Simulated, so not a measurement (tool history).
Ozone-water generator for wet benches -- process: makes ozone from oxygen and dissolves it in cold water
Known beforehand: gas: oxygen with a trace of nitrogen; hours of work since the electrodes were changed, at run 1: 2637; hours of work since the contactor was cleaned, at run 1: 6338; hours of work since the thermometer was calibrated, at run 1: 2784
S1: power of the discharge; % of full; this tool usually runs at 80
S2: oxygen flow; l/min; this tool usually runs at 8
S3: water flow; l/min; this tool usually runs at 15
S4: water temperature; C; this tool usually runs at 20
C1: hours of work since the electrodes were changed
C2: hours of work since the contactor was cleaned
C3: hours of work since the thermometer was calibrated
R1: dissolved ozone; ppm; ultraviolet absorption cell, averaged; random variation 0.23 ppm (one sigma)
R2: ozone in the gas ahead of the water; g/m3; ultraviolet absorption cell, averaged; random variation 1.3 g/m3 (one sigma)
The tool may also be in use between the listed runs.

Run 1, hour 0: usual settings; C1 2637; C2 6338; C3 2784. Result: R1 32.5 ppm, R2 220.2 g/m3.
Run 2, hour 73: usual settings; C1 2694; C2 6395; C3 2842. Result: R1 31.9 ppm, R2 219 g/m3.
Run 3, hour 179.6: usual settings but S3 10 l/min; C1 2778; C2 6479; C3 2925. Result: R1 40.8 ppm, R2 219.7 g/m3.
Run 4, hour 252.8: usual settings but S1 57 % of full; C1 2835; C2 6536; C3 2982. Result: R1 25 ppm, R2 170.7 g/m3.
Run 5, hour 367.8: usual settings but S1 57 % of full; C1 2925; C2 6626; C3 3072. Result: R1 24.6 ppm, R2 169 g/m3.
Run 6, hour 471.6: usual settings but S1 57 % of full; C1 3007; C2 6707; C3 3154. Result: R1 24.9 ppm, R2 167.8 g/m3.
Run 7, hour 546.1: usual settings but S1 72 % of full; C1 3065; C2 6765; C3 3212. Result: R1 29.2 ppm, R2 201 g/m3.
Run 8, hour 674: usual settings but S1 72 % of full; C1 3165; C2 6865; C3 3312. Result: R1 29.1 ppm, R2 200.6 g/m3.
Run 9, hour 775.2: usual settings but S1 72 % of full; C1 3244; C2 6945; C3 3391. Result: R1 29.1 ppm, R2 199.1 g/m3.
At hour 877.7: water thermometer calibrated.
Run 10, hour 912: usual settings but S3 20 l/min; C1 3351; C2 7051; C3 27. Result: R1 25.6 ppm, R2 218.8 g/m3.
Run 11, hour 1014.6: usual settings but S2 6.21 l/min, S3 20 l/min; C1 3431; C2 7132; C3 107. Result: R1 26.2 ppm, R2 253.1 g/m3.
Run 12, hour 1092.5: usual settings but S2 9.95 l/min, S3 11 l/min; C1 3492; C2 7193; C3 168. Result: R1 35.6 ppm, R2 188.1 g/m3.
Run 13, hour 1215.8: usual settings but S2 8.38 l/min, S3 18 l/min; C1 3588; C2 7289; C3 265. Result: R1 27.1 ppm, R2 211.1 g/m3.
Run 14, hour 1347.4: usual settings but S2 8.38 l/min, S3 18 l/min; C1 3691; C2 7392; C3 368. Result: R1 27.1 ppm, R2 207.1 g/m3.
Run 15, hour 1415.1: usual settings but S2 8.38 l/min, S3 18 l/min; C1 3744; C2 7445; C3 421. Result: R1 27.2 ppm, R2 208.5 g/m3.
Run 16, hour 1495: usual settings but S1 81 % of full, S2 8.38 l/min, S3 18 l/min, S4 13 C; C1 3807; C2 7508; C3 483. Result: R1 31.2 ppm, R2 210.4 g/m3.
Run 17, hour 1579.4: usual settings but S1 83 % of full, S2 7.84 l/min, S4 14 C; C1 3873; C2 7574; C3 549. Result: R1 36.4 ppm, R2 225 g/m3.

Run 18 comes next. What will it give?
Run 18, hour 1711.3: usual settings but S1 83 % of full, S2 7.84 l/min, S4 14 C; C1 3976; C2 7677; C3 652. Result: R1 ?, R2 ?.

Run 18 came out at R1 36.7 ppm, R2 223.4 g/m3.
If the tool had no hidden condition, the same run with the same run-to-run variation would have returned R1 40.7 ppm, R2 239.9 g/m3.
